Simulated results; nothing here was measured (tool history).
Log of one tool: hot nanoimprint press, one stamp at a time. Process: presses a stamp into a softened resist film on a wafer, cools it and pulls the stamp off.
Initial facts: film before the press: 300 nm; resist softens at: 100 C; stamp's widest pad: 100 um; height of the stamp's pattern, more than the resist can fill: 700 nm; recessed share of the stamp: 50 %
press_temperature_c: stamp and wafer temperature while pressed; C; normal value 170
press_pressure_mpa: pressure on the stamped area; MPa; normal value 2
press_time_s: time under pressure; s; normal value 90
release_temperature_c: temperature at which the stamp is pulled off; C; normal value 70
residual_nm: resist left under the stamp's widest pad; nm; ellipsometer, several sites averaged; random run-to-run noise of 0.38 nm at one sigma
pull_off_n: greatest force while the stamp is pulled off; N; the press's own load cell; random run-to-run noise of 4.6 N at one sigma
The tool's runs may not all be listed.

Run 1, day 0: usual settings. Result: residual_nm 106.4 nm, pull_off_n 224 N.
Run 2, day 1.796: usual settings but release_temperature_c 61 C. Result: residual_nm 107 nm, pull_off_n 276 N.
Run 3, day 3.271: usual settings but release_temperature_c 61 C. Result: residual_nm 106.4 nm, pull_off_n 273 N.
At day 4.175: plate thermocouple calibrated.
Run 4, day 4.562: usual settings. Result: residual_nm 106.4 nm, pull_off_n 227 N.
Run 5, day 5.796: usual settings. Result: residual_nm 105.9 nm, pull_off_n 226 N.
At day 7.1: stamp cleaned and given a new release coat.
Run 6, day 7.433: usual settings. Result: residual_nm 106 nm, pull_off_n 229 N.
Run 7, day 8.429: usual settings but press_temperature_c 165 C. Result: residual_nm 133.7 nm, pull_off_n 227 N.
Run 8, day 9.792: usual settings but press_temperature_c 165 C. Result: residual_nm 134.4 nm, pull_off_n 228 N.
Run 9, day 10.833: usual settings but press_temperature_c 165 C. Result: residual_nm 134 nm, pull_off_n 219 N.
Run 10, day 11.967: usual settings but press_time_s 121 s. Result: residual_nm 94.4 nm, pull_off_n 221 N.
Run 11, day 12.9: usual settings but press_time_s 121 s. Result: residual_nm 94.9 nm, pull_off_n 219 N.
Run 12, day 14.333: usual settings. Result: residual_nm 105.5 nm, pull_off_n 222 N.
Run 13, day 15.454: usual settings. Result: residual_nm 106.2 nm, pull_off_n 237 N.
Run 14, day 17.212: usual settings but press_time_s 176 s. Result: residual_nm 81.5 nm, pull_off_n 228 N.
Run 15, day 18.142: usual settings but press_time_s 176 s. Result: residual_nm 81.5 nm, pull_off_n 230 N.
Run 16, day 19.354: usual settings but press_temperature_c 164 C, press_pressure_mpa 2.28 MPa. Result: residual_nm 131.8 nm, pull_off_n 228 N.
Run 17, day 20.817: usual settings but press_temperature_c 173 C, press_pressure_mpa 2.28 MPa, press_time_s 49 s. Result: residual_nm 108.2 nm, pull_off_n 230 N.
Run 18, day 21.658: usual settings but press_temperature_c 173 C, press_pressure_mpa 2.28 MPa, press_time_s 59 s. Result: residual_nm 99.5 nm, pull_off_n 233 N.
Run 19, day 22.9: usual settings but press_temperature_c 178 C, press_time_s 92 s, release_temperature_c 71 C. Result: residual_nm 73.1 nm, pull_off_n 224 N.
Run 20, day 24.392: usual settings but press_temperature_c 167 C, press_pressure_mpa 2.36 MPa, press_time_s 156 s, release_temperature_c 71 C. Result: residual_nm 89.4 nm, pull_off_n 219 N.
Run 21, day 25.342: usual settings but press_temperature_c 177 C. Result: residual_nm 76.7 nm, pull_off_n 217 N.
Run 22, day 27.038: usual settings but press_temperature_c 169 C, release_temperature_c 76 C. Result: residual_nm 109.3 nm, pull_off_n 199 N.
At day 27.996: plate thermocouple calibrated.
Run 23, day 29.079: usual settings but press_temperature_c 169 C, release_temperature_c 76 C. Result: residual_nm 109.9 nm, pull_off_n 194 N.
Run 24, day 29.904: usual settings but press_temperature_c 182 C, press_pressure_mpa 2.89 MPa, press_time_s 117 s, release_temperature_c 67 C. Result: residual_nm 44.9 nm, pull_off_n 248 N.
Run 25, day 30.7: usual settings but press_temperature_c 164 C, press_pressure_mpa 1.37 MPa. Result: residual_nm 167 nm, pull_off_n 230 N.
At day 31.242: stamp cleaned and given a new release coat.
Run 26, day 32.383: usual settings but press_temperature_c 169 C, press_pressure_mpa 1.37 MPa, release_temperature_c 57 C. Result: residual_nm 134.5 nm, pull_off_n 289 N.
Run 27, day 34.058: usual settings but press_temperature_c 169 C, press_pressure_mpa 1.37 MPa, release_temperature_c 57 C. Result: residual_nm 133.6 nm, pull_off_n 287 N.
Run 28, day 35.004: usual settings but press_temperature_c 169 C, press_pressure_mpa 1.37 MPa, press_time_s 145 s, release_temperature_c 57 C. Result: residual_nm 112.5 nm, pull_off_n 298 N.
At day 36.238: press's hydraulic seals changed and the load cell set to zero.
At day 36.404: gauge calibrated.
Run 29, day 37.042: usual settings but press_temperature_c 164 C, press_pressure_mpa 2.22 MPa, press_time_s 145 s, release_temperature_c 75 C. Result: residual_nm 112.4 nm, pull_off_n 195 N.

Below are 3 alternative next runs, each starting from the tool's condition after run 29. Predict each:
Run A, day 38.375: usual settings but press_temperature_c 164 C, press_pressure_mpa 2.22 MPa, press_time_s 102 s, release_temperature_c 75 C. Result: residual_nm ?, pull_off_n ?.
Run B, day 38.375: usual settings but press_temperature_c 180 C, press_pressure_mpa 3.14 MPa, press_time_s 125 s. Result: residual_nm ?, pull_off_n ?.
Run C, day 38.375: usual settings but press_temperature_c 164 C, press_pressure_mpa 2.22 MPa, press_time_s 145 s, release_temperature_c 67 C. Result: residual_nm ?, pull_off_n ?.

run  residual_nm  pull_off_n
  A        128.4         203
  B         45.8         227
  C        112.4         232
Stripped of hidden state, with their random variation kept, the same runs would have yielded:
run  residual_nm  pull_off_n
  A        128.4         203
  B         45.8         227
  C        112.5         231
